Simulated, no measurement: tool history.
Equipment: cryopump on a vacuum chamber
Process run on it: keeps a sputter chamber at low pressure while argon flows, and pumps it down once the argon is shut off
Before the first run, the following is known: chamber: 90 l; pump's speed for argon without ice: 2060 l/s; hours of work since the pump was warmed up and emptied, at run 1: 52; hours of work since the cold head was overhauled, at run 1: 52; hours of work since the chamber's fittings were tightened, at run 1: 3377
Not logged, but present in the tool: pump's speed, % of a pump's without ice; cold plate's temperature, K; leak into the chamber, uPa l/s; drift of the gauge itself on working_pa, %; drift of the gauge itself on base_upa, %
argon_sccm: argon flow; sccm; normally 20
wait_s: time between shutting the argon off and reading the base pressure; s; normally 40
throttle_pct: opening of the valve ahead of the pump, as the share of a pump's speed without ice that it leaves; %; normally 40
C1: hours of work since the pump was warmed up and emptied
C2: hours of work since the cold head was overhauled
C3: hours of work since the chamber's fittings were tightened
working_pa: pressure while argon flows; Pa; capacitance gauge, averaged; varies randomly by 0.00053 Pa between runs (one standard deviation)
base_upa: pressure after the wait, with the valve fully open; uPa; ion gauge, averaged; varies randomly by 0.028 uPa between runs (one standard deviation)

run 1 hour=0.0 | argon_sccm=20 wait_s=40 throttle_pct=40 | C1=52 C2=52 C3=3377 | working_pa=0.0411 base_upa=2.98
run 2 hour=7.2 | argon_sccm=20 wait_s=40 throttle_pct=40 | C1=57 C2=57 C3=3382 | working_pa=0.0411 base_upa=3.18
run 3 hour=18.7 | argon_sccm=20 wait_s=40 throttle_pct=40 | C1=65 C2=65 C3=3391 | working_pa=0.0410 base_upa=3.03
run 4 hour=30.7 | argon_sccm=20 wait_s=40 throttle_pct=40 | C1=74 C2=74 C3=3399 | working_pa=0.0420 base_upa=3.06
run 5 hour=42.7 | argon_sccm=20 wait_s=40 throttle_pct=40 | C1=83 C2=83 C3=3408 | working_pa=0.0426 base_upa=3.03
run 6 hour=49.2 | argon_sccm=16 wait_s=40 throttle_pct=40 | C1=88 C2=88 C3=3413 | working_pa=0.0334 base_upa=3.08
run 7 hour=57.5 | argon_sccm=20 wait_s=40 throttle_pct=40 | C1=94 C2=94 C3=3419 | working_pa=0.0415 base_upa=3.07
run 8 hour=73.1 | argon_sccm=20 wait_s=40 throttle_pct=40 | C1=105 C2=105 C3=3431 | working_pa=0.0418 base_upa=3.11
run 9 hour=84.4 | argon_sccm=20 wait_s=40 throttle_pct=40 | C1=114 C2=114 C3=3439 | working_pa=0.0424 base_upa=3.08
run 10 hour=93.2 | argon_sccm=20 wait_s=40 throttle_pct=40 | C1=120 C2=120 C3=3445 | working_pa=0.0418 base_upa=3.09
run 11 hour=107.8 | argon_sccm=20 wait_s=40 throttle_pct=40 | C1=131 C2=131 C3=3456 | working_pa=0.0412 base_upa=3.16
run 12 hour=116.7 | argon_sccm=20 wait_s=40 throttle_pct=40 | C1=137 C2=137 C3=3463 | working_pa=0.0417 base_upa=3.00
run 13 hour=130.2 | argon_sccm=20 wait_s=40 throttle_pct=26 | C1=147 C2=147 C3=3473 | working_pa=0.0638 base_upa=3.19
run 14 hour=141.3 | argon_sccm=20 wait_s=40 throttle_pct=26 | C1=155 C2=155 C3=3481 | working_pa=0.0629 base_upa=3.09
run 15 hour=152.8 | argon_sccm=20 wait_s=40 throttle_pct=26 | C1=164 C2=164 C3=3489 | working_pa=0.0641 base_upa=3.06
run 16 hour=167.2 | argon_sccm=20 wait_s=40 throttle_pct=23 | C1=175 C2=175 C3=3500 | working_pa=0.0714 base_upa=3.21
run 17 hour=176.4 | argon_sccm=20 wait_s=40 throttle_pct=23 | C1=181 C2=181 C3=3507 | working_pa=0.0719 base_upa=3.09
run 18 hour=188.5 | argon_sccm=20 wait_s=40 throttle_pct=23 | C1=190 C2=190 C3=3515 | working_pa=0.0730 base_upa=3.17
run 19 hour=198.2 | argon_sccm=22 wait_s=59 throttle_pct=23 | C1=197 C2=197 C3=3523 | working_pa=0.0796 base_upa=2.75
run 20 hour=204.5 | argon_sccm=22 wait_s=59 throttle_pct=23 | C1=202 C2=202 C3=3527 | working_pa=0.0803 base_upa=2.86
run 21 hour=217.9 | argon_sccm=22 wait_s=126 throttle_pct=23 | C1=212 C2=212 C3=3537 | working_pa=0.0796 base_upa=2.40
run 22 hour=231.9 | argon_sccm=19 wait_s=83 throttle_pct=15 | C1=222 C2=222 C3=3547 | working_pa=0.1046 base_upa=2.58
run 23 hour=245.7 | argon_sccm=10 wait_s=161 throttle_pct=43 | C1=232 C2=232 C3=3557 | working_pa=0.0198 base_upa=2.34
run 24 hour=254.2 | argon_sccm=21 wait_s=161 throttle_pct=28 | C1=238 C2=238 C3=3564 | working_pa=0.0641 base_upa=2.24
run 25 hour=266.8 | argon_sccm=15 wait_s=38 throttle_pct=43 | C1=248 C2=248 C3=3573 | working_pa=0.0299 base_upa=3.33
run 26 hour=273.5 | argon_sccm=15 wait_s=30 throttle_pct=51 | C1=253 C2=253 C3=3578 | working_pa=0.0254 base_upa=3.60
-- hour=286.7 leaking fittings of the chamber tightened, without venting
run 27 hour=287.8 | argon_sccm=20 wait_s=40 throttle_pct=15 | C1=262 C2=262 C3=1 | working_pa=0.1102 base_upa=1.30
run 28 hour=299.4 | argon_sccm=20 wait_s=40 throttle_pct=15 | C1=270 C2=270 C3=9 | working_pa=0.1102 base_upa=1.32
run 29 hour=310.6 | argon_sccm=29 wait_s=116 throttle_pct=40 | C1=278 C2=278 C3=18 | working_pa=0.0621 base_upa=0.58
run 30 hour=322.7 | argon_sccm=13 wait_s=26 throttle_pct=23 | C1=287 C2=287 C3=26 | working_pa=0.0478 base_upa=1.98

Run 31, settings as shown, results not yet in. Your forecast:
run 31 hour=331.9 | argon_sccm=13 wait_s=26 throttle_pct=23 | C1=294 C2=294 C3=33 | working_pa=? base_upa=?

Run 31 measured working_pa 0.0467 Pa, base_upa 1.99 uPa.
Take away the tool's hidden state, keep the run-to-run variation as it was, and the same run would have given working_pa 0.0456 Pa, base_upa 1.95 uPa.

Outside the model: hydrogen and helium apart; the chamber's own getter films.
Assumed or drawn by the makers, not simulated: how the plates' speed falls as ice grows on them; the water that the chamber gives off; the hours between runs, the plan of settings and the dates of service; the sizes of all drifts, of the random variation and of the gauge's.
